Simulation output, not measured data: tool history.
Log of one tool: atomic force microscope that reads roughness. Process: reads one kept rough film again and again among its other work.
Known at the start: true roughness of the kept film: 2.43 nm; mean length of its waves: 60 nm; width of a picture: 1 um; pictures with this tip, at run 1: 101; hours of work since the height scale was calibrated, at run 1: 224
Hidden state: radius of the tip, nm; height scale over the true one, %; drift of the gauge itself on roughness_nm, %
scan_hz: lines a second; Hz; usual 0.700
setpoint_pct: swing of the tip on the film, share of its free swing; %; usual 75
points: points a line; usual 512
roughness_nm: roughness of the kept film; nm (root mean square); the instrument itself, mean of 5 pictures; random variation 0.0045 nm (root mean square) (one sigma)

run   hour  scan_hz  setpoint_pct  points  pictures with this tip  hours of work since the height scale was calibrated  roughness_nm
  1    0.0    0.700            75     512                     101                                                  224         2.357
  2   18.1    0.700            75     512                     123                                                  235         2.354
  3   35.3    0.700            75     360                     145                                                  246         2.355
  4   51.5    2.288            75     512                     165                                                  256         2.290
  5   68.3    0.700            75     512                     186                                                  266         2.357
  6   89.6    0.700            75     512                     212                                                  279         2.361
  7  112.0    0.800            75     512                     240                                                  292         2.355
  8  122.6    0.800            75     512                     253                                                  299         2.357
     125.3  -- new tip fitted
  9  145.6    0.800            75     512                      25                                                  312         2.354
 10  159.4    0.800            75     512                      42                                                  321         2.349
 11  173.5    0.800            75     512                      60                                                  329         2.353
 12  191.6    0.700            75     512                      82                                                  340         2.358
 13  209.2    0.700            75     512                     104                                                  351         2.354
 14  224.5    2.062            75     512                     123                                                  360         2.298
 15  240.5    2.062            75     426                     143                                                  370         2.294
 16  253.4    2.062            75     426                     159                                                  378         2.288
 17  275.1    2.062            75     426                     186                                                  391         2.280
 18  286.1    2.062            75     426                     200                                                  398         2.294
 19  304.3    2.062            75     426                     223                                                  409         2.295
 20  318.7    2.062            75     426                     240                                                  418         2.289
     332.8  -- new tip fitted
 21  339.9    3.435            75     512                       9                                                  430         2.234
 22  355.1    0.700            75     512                      28                                                  439         2.368
 23  370.4    0.700            75     512                      47                                                  449         2.359
 24  387.6    0.700            75     512                      68                                                  459         2.365
 25  398.1    0.700            75     512                      82                                                  466         2.360
 26  417.1    3.426            58     289                     105                                                  477         2.334
 27  440.1    1.286            58     802                     134                                                  491         2.373
 28  457.2    3.626            61     586                     155                                                  502         2.324
 29  477.8    3.626            61     586                     181                                                  514         2.322
 30  492.6    1.423            85     512                     199                                                  523         2.284
 31  504.2    1.564            73     577                     214                                                  530         2.328
 32  523.2    1.564            73     577                     237                                                  542         2.318
 33  537.4    0.838            83     916                     255                                                  550         2.330
     539.3  -- new tip fitted
 34  558.3    1.405            87     916                      23                                                  563         2.275
 35  569.1    0.597            64     598                      37                                                  569         2.385
 36  581.6    0.597            64     598                      52                                                  577         2.374
 37  599.7    3.815            87     504                      75                                                  588         2.089
 38  622.1    3.545            63     379                     102                                                  601         2.302
 39  640.2    1.434            67     790                     125                                                  612         2.358
 40  654.2    0.717            75     680                     142                                                  621         2.352
 41  670.1    0.869            87     758                     162                                                  631         2.317
 42  692.1    2.343            77     332                     189                                                  644         2.264
 43  703.1    2.343            77     332                     203                                                  651         2.272
 44  714.6    3.850            58     431                     217                                                  658         2.325
 45  729.4    3.850            58     431                     236                                                  667         2.326
     746.6  -- new tip fitted
 46  750.0    3.850            58     431                       4                                                  679         2.325
 47  759.6    0.700            77     477                      16                                                  685         2.354

5 ways to go on from here, each from the tool as it stands after run 47. What would each give?
  A  779.9    1.173            84     751                      41                                                  697             ?
  B  779.9    0.848            58     746                      41                                                  697             ?
  C  779.9    1.246            81     477                      41                                                  697             ?
  D  779.9    3.912            77     688                      41                                                  697             ?
  E  779.9    0.700            88     477                      41                                                  697             ?

run  roughness_nm
  A         2.309
  B         2.377
  C         2.307
  D         2.197
  E         2.337
Without the tool's hidden state the same runs would have given:
run  roughness_nm
  A         2.310
  B         2.378
  C         2.308
  D         2.198
  E         2.338

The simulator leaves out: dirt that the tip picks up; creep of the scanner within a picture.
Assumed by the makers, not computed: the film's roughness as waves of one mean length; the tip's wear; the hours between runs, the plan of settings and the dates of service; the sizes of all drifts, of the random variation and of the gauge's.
